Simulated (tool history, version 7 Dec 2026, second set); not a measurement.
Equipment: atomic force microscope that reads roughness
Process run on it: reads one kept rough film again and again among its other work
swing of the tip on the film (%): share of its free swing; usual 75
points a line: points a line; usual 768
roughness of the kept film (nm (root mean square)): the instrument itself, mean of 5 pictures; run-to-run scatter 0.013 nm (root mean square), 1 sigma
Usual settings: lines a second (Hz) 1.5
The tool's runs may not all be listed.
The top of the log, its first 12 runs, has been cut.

run    hour  lines a second (Hz)  swing of the tip on the film (%)  points a line  roughness of the kept film (nm (root mean square))
 13   610.9                  1.5                                75            304                                               2.742
 14   645.5                  1.5                                75            304                                               2.599
 15   691.7                  1.5                                75            304                                                 2.4
        706  -- new tip fitted
 16   750.3                  1.5                                64            304                                               2.906
 17   811.9                  1.5                                64            304                                               2.604
      817.6  -- height scale calibrated on a step standard
 18   847.7                 0.65                                85            304                                               2.417
      861.2  -- new tip fitted
 19   906.2                 3.24                                60            357                                               2.795
 20   969.8                 2.74                                75            355                                               2.351
     1013.7  -- new tip fitted
 21  1040.8                 3.43                                86            369                                               2.238
     1046.8  -- height scale calibrated on a step standard, once more
 22  1110.1                 1.03                                83            369                                               2.539
     1168.6  -- new tip fitted
 23  1173.6                 0.95                                83            257                                               2.981
 24  1212.1                 0.68                                83            257                                                2.85
 25  1277.2                 3.14                                74            793                                               2.346
 26  1317.4                 3.14                                74            793                                               2.186
     1323.5  -- new tip fitted
 27  1355.7                 0.69                                59            394                                               3.121
 28  1423.5                 0.69                                59            394                                               2.775
 29  1471.9                 1.14                                57            394                                               2.522
     1478.5  -- new tip fitted
 30  1504.3                 1.14                                57            394                                               3.136

What will run 31 give?
 31  1565                 1.25                                74            291                                                   ?

Run 31 measured roughness of the kept film (nm (root mean square)) 2.63.
On a tool with no hidden condition, and with the same random variation, this run would have come out at roughness of the kept film (nm (root mean square)) 3.116.

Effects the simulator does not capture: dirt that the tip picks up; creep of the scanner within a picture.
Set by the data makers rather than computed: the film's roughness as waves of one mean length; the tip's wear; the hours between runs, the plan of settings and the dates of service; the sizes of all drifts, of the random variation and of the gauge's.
